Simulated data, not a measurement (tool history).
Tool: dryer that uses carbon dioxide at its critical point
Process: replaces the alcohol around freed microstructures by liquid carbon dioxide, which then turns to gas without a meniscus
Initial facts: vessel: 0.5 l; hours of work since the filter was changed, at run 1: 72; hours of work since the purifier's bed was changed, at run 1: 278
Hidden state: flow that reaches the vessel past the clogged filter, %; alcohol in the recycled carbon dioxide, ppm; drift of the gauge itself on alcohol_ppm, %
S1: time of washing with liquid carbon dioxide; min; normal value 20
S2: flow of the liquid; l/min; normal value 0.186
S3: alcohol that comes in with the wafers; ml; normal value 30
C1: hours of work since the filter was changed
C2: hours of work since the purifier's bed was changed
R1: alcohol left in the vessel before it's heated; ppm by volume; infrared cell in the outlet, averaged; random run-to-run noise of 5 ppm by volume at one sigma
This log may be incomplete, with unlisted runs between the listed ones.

| run | hour | S1 | S2 | S3 | C1 | C2 | R1 |
|---|---|---|---|---|---|---|---|
| 1 | 0.0 | 20 | 0.186 | 30 | 72 | 278 | 118 |
| 2 | 5.6 | 17 | 0.186 | 30 | 75 | 281 | 189 |
| 3 | 14.1 | 17 | 0.186 | 30 | 81 | 287 | 193 |
| 4 | 25.0 | 20 | 0.186 | 66 | 87 | 293 | 162 |
| 5 | 34.6 | 25 | 0.186 | 30 | 93 | 299 | 77 |
| 6 | 45.0 | 20 | 0.139 | 30 | 100 | 306 | 367 |
| 7 | 51.6 | 20 | 0.139 | 30 | 104 | 310 | 356 |
| 8 | 57.9 | 20 | 0.139 | 30 | 108 | 314 | 360 |
| 9 | 64.5 | 20 | 0.139 | 30 | 112 | 318 | 357 |
| 10 | 76.1 | 20 | 0.139 | 30 | 119 | 325 | 367 |
| 11 | 84.3 | 16 | 0.186 | 30 | 124 | 330 | 276 |
| 12 | 95.8 | 20 | 0.186 | 30 | 132 | 338 | 120 |
| 13 | 103.9 | 20 | 0.186 | 30 | 137 | 343 | 128 |
| 14 | 112.6 | 20 | 0.186 | 68 | 142 | 348 | 177 |
| 15 | 122.9 | 20 | 0.186 | 68 | 148 | 354 | 173 |
| 16 | 134.0 | 20 | 0.186 | 68 | 155 | 361 | 186 |
| 17 | 144.0 | 20 | 0.186 | 68 | 162 | 368 | 176 |
| 18 | 151.6 | 20 | 0.186 | 68 | 166 | 372 | 193 |
| 19 | 159.2 | 20 | 0.186 | 68 | 171 | 377 | 192 |
| 20 | 165.6 | 20 | 0.186 | 26 | 175 | 381 | 127 |
| 21 | 174.2 | 20 | 0.186 | 30 | 181 | 387 | 140 |
| 22 | 181.3 | 20 | 0.186 | 30 | 185 | 391 | 129 |
| 23 | 192.9 | 20 | 0.186 | 30 | 192 | 398 | 142 |
| 24 | 200.7 | 22 | 0.227 | 35 | 197 | 403 | 92 |
| 25 | 208.0 | 20 | 0.170 | 30 | 202 | 408 | 175 |
| 26 | 215.0 | 21 | 0.186 | 30 | 206 | 412 | 118 |
| 27 | 224.6 | 28 | 0.279 | 28 | 212 | 418 | 107 |
| 28 | 234.6 | 27 | 0.279 | 85 | 218 | 424 | 95 |
| 29 | 246.0 | 15 | 0.181 | 21 | 225 | 431 | 312 |
| 30 | 251.2 | 23 | 0.248 | 62 | 229 | 435 | 101 |
| 31 | 256.7 | 20 | 0.254 | 99 | 232 | 438 | 104 |
| 32 | 264.1 | 20 | 0.254 | 99 | 237 | 443 | 106 |
| 33 | 272.7 | 20 | 0.199 | 67 | 242 | 448 | 163 |
| 34 | 280.9 | 30 | 0.203 | 31 | 247 | 453 | 106 |
| 35 | 286.3 | 30 | 0.203 | 28 | 251 | 457 | 101 |
| 36 | 297.5 | 30 | 0.203 | 28 | 258 | 464 | 116 |
| 37 | 308.5 | 30 | 0.203 | 28 | 264 | 470 | 105 |
| 38 | 317.5 | 28 | 0.148 | 58 | 270 | 476 | 139 |
| 39 | 329.1 | 16 | 0.148 | 58 | 277 | 483 | 1426 |
| 40 | 334.3 | 16 | 0.148 | 58 | 280 | 487 | 1466 |
| 41 | 341.0 | 20 | 0.178 | 30 | 285 | 491 | 174 |
| 42 | 353.0 | 21 | 0.134 | 30 | 292 | 498 | 413 |
| 43 | 364.3 | 21 | 0.134 | 30 | 299 | 505 | 420 |
| 44 | 371.8 | 27 | 0.300 | 53 | 304 | 510 | 116 |
| 45 | 380.6 | 17 | 0.263 | 70 | 309 | 515 | 135 |
| 46 | 390.3 | 17 | 0.263 | 70 | 315 | 521 | 140 |

Run by run, hidden condition taken away, random variation retained:
| run | R1 |
|---|---|
| 1 | 53 |
| 2 | 119 |
| 3 | 119 |
| 4 | 87 |
| 5 | 9 |
| 6 | 277 |
| 7 | 267 |
| 8 | 267 |
| 9 | 265 |
| 10 | 270 |
| 11 | 183 |
| 12 | 40 |
| 13 | 45 |
| 14 | 87 |
| 15 | 82 |
| 16 | 90 |
| 17 | 82 |
| 18 | 95 |
| 19 | 94 |
| 20 | 38 |
| 21 | 48 |
| 22 | 38 |
| 23 | 46 |
| 24 | 3 |
| 25 | 73 |
| 26 | 21 |
| 27 | 16 |
| 28 | 2 |
| 29 | 186 |
| 30 | 6 |
| 31 | 5 |
| 32 | 6 |
| 33 | 53 |
| 34 | 7 |
| 35 | 1 |
| 36 | 14 |
| 37 | 5 |
| 38 | 26 |
| 39 | 1120 |
| 40 | 1149 |
| 41 | 52 |
| 42 | 249 |
| 43 | 253 |
| 44 | 7 |
| 45 | 16 |
| 46 | 19 |
